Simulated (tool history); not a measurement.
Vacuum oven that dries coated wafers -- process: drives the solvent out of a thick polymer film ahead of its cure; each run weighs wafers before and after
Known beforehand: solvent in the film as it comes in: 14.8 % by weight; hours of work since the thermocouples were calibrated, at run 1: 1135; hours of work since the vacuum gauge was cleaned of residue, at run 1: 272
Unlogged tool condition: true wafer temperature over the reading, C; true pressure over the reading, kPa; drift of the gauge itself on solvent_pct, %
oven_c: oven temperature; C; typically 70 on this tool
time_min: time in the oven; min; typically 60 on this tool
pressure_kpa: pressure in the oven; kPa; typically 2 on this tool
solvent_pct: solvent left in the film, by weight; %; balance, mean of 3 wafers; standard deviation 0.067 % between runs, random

run     day  oven_c  time_min  pressure_kpa  hours of work since the thermocouples were calibrated  hours of work since the vacuum gauge was cleaned of residue  solvent_pct
  1       0      70        60             2                                                   1135                                                          272         4.85
  2   0.467      70        51             2                                                   1142                                                          279         5.47
  3   0.862      70        60           2.4                                                   1148                                                          285         5.63
  4   1.146      70        60          2.03                                                   1153                                                          289         4.91
  5   1.517      70        60             2                                                   1159                                                          295         4.96
  6   2.029      70        60          3.47                                                   1166                                                          303         7.28
  7   2.454      70        60          3.47                                                   1173                                                          310         7.13
  8   2.742      70        60             2                                                   1178                                                          314         4.89
  9   3.021      70        60             2                                                   1182                                                          319         4.92
 10   3.408      70        60             2                                                   1188                                                          324         4.99
 11    3.85      70        68             2                                                   1195                                                          331         4.63
      4.167  -- oven's thermocouples calibrated
 12   4.242      70        60             2                                                      1                                                          336            5
 13   4.688      61        60             2                                                      8                                                          343         8.45
 14   5.167      70        60             2                                                     15                                                          350         4.91
 15   5.458      70        60             2                                                     20                                                          355         5.06
 16   5.688      70        60             2                                                     24                                                          358         4.92
 17   6.112      64        60             2                                                     30                                                          365         7.25
 18   6.479      64        60             2                                                     36                                                          371         7.24
 19   6.792      64        60             2                                                     41                                                          376         7.38
 20   7.058      64        60             2                                                     45                                                          380         7.23
 21   7.388      64        60             2                                                     50                                                          385         7.15
 22   7.812      64        60             2                                                     56                                                          391         7.36
 23   8.129      64        60             2                                                     61                                                          396         6.97
 24     8.5      64        60             2                                                     67                                                          402         7.08
 25   8.775      64        60             2                                                     71                                                          406         7.29
 26   9.175      64        60          1.31                                                     78                                                          412         6.25
 27   9.479      66        46          3.81                                                     82                                                          417         9.69
 28   9.888      75        57          1.03                                                     89                                                          423         2.32
 29  10.262      75        57          1.03                                                     94                                                          429         2.27
 30  10.646      81        35          5.58                                                    100                                                          435         6.74
 31  10.892      68        53          2.51                                                    104                                                          439         6.82
 32  11.329      82        60          6.19                                                    111                                                          446         6.52
 33  11.812      72        60          6.19                                                    118                                                          453        10.33
 34  12.183      78        85          6.19                                                    124                                                          459          7.7
 35  12.679      84        85          2.66                                                    132                                                          467         2.56
 36  13.167      84        85          2.66                                                    139                                                          474         2.65
 37  13.583      72        84             2                                                    146                                                          481         3.67
 38    13.8      58        61          2.91                                                    149                                                          484        11.09
 39  14.208      58        61          2.91                                                    155                                                          490        11.12
 40  14.588      57        60             2                                                    161                                                          496         9.86
 41  14.925      57        60             2                                                    167                                                          501         9.99
 42  15.362      85        32          5.36                                                    173                                                          508         5.34
 43  15.712      85        32          5.36                                                    179                                                          514         5.31

Take each entry between the runs: how does the hidden state at the last listed run before it differ from the hidden state at the first listed run after it?
From run 11 to run 12: oven's thermocouples calibrated (day 4.167)
  true wafer temperature over the reading, C: 0.12 -> 0.02
